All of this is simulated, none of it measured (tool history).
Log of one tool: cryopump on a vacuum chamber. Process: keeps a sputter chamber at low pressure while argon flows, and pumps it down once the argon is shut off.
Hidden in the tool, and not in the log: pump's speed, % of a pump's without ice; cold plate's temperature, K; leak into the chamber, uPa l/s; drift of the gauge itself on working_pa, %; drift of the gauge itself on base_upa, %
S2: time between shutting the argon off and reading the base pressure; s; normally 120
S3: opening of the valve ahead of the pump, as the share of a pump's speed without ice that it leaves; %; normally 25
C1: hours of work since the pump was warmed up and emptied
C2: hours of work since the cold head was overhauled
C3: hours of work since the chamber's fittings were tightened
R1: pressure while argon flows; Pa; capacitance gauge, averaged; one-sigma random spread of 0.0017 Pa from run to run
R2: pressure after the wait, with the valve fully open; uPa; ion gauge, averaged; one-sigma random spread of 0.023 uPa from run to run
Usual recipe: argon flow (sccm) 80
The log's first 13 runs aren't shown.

Run 14, day 7.000: usual settings but S3 48 %; C1 230; C2 230; C3 2570. Result: R1 0.2232 Pa, R2 1.33 uPa.
Run 15, day 7.433: usual settings; C1 235; C2 235; C3 2575. Result: R1 0.4206 Pa, R2 1.34 uPa.
Run 16, day 7.812: usual settings but argon flow (sccm) 35; C1 239; C2 239; C3 2579. Result: R1 0.1842 Pa, R2 1.31 uPa.
Run 17, day 8.183: usual settings; C1 243; C2 243; C3 2583. Result: R1 0.4216 Pa, R2 1.31 uPa.
Run 18, day 8.950: usual settings; C1 252; C2 252; C3 2592. Result: R1 0.4216 Pa, R2 1.30 uPa.
Run 19, day 9.683: usual settings but S2 94 s, S3 37 %; C1 260; C2 260; C3 2600. Result: R1 0.2867 Pa, R2 1.46 uPa.
Run 20, day 10.433: usual settings but argon flow (sccm) 33, S2 33 s, S3 20 %; C1 268; C2 268; C3 2608. Result: R1 0.2162 Pa, R2 2.92 uPa.
Run 21, day 10.779: usual settings but argon flow (sccm) 33, S2 33 s, S3 20 %; C1 272; C2 272; C3 2612. Result: R1 0.2152 Pa, R2 2.85 uPa.
Run 22, day 11.304: usual settings but argon flow (sccm) 37, S2 289 s, S3 31 %; C1 278; C2 278; C3 2618. Result: R1 0.1580 Pa, R2 0.98 uPa.
Run 23, day 11.742: usual settings but argon flow (sccm) 37, S2 289 s, S3 31 %; C1 283; C2 283; C3 2623. Result: R1 0.1576 Pa, R2 1.01 uPa.
Run 24, day 12.329: usual settings but argon flow (sccm) 33, S2 65 s, S3 35 %; C1 289; C2 289; C3 2629. Result: R1 0.1257 Pa, R2 1.86 uPa.
Run 25, day 13.012: usual settings but argon flow (sccm) 91, S2 211 s, S3 38 %; C1 297; C2 297; C3 2637. Result: R1 0.3197 Pa, R2 1.05 uPa.
Run 26, day 13.483: usual settings but argon flow (sccm) 91, S2 211 s, S3 38 %; C1 302; C2 302; C3 2642. Result: R1 0.3184 Pa, R2 1.06 uPa.
Run 27, day 14.092: usual settings but S2 37 s, S3 26 %; C1 309; C2 309; C3 2649. Result: R1 0.4072 Pa, R2 2.65 uPa.
Run 28, day 14.858: usual settings but S2 37 s, S3 26 %; C1 318; C2 318; C3 2658. Result: R1 0.4048 Pa, R2 2.58 uPa.
Run 29, day 15.546: usual settings but argon flow (sccm) 61, S2 190 s, S3 27 %; C1 325; C2 325; C3 2665. Result: R1 0.2984 Pa, R2 1.13 uPa.
Run 30, day 16.088: usual settings but S3 19 %; C1 331; C2 331; C3 2671. Result: R1 0.5528 Pa, R2 1.33 uPa.
Run 31, day 16.850: usual settings but argon flow (sccm) 120, S2 151 s, S3 19 %; C1 340; C2 340; C3 2680. Result: R1 0.8269 Pa, R2 1.26 uPa.
Run 32, day 17.492: usual settings but argon flow (sccm) 45, S3 33 %; C1 347; C2 347; C3 2687. Result: R1 0.1824 Pa, R2 1.31 uPa.
Run 33, day 17.967: usual settings but argon flow (sccm) 132, S2 86 s, S3 33 %; C1 352; C2 352; C3 2692. Result: R1 0.5367 Pa, R2 1.60 uPa.

Branching from run 33: 4 alternative next runs. What would each branch give?
Run A, day 18.479: usual settings but argon flow (sccm) 132, S2 86 s, S3 48 %; C1 358; C2 358; C3 2698. Result: R1 ?, R2 ?.
Run B, day 18.479: usual settings but argon flow (sccm) 105, S2 86 s, S3 38 %; C1 358; C2 358; C3 2698. Result: R1 ?, R2 ?.
Run C, day 18.479: usual settings but argon flow (sccm) 58, S2 86 s, S3 55 %; C1 358; C2 358; C3 2698. Result: R1 ?, R2 ?.
Run D, day 18.479: usual settings but S3 21 %; C1 358; C2 358; C3 2698. Result: R1 ?, R2 ?.

run      R1    R2
  A  0.3726  1.61
  B  0.3728  1.60
  C  0.1439  1.53
  D  0.5028  1.32
Take away the tool's hidden state, keep each run's random variation, and the runs would have read:
run      R1    R2
  A  0.3534  1.08
  B  0.3574  1.06
  C  0.1354  1.00
  D  0.4911  0.79
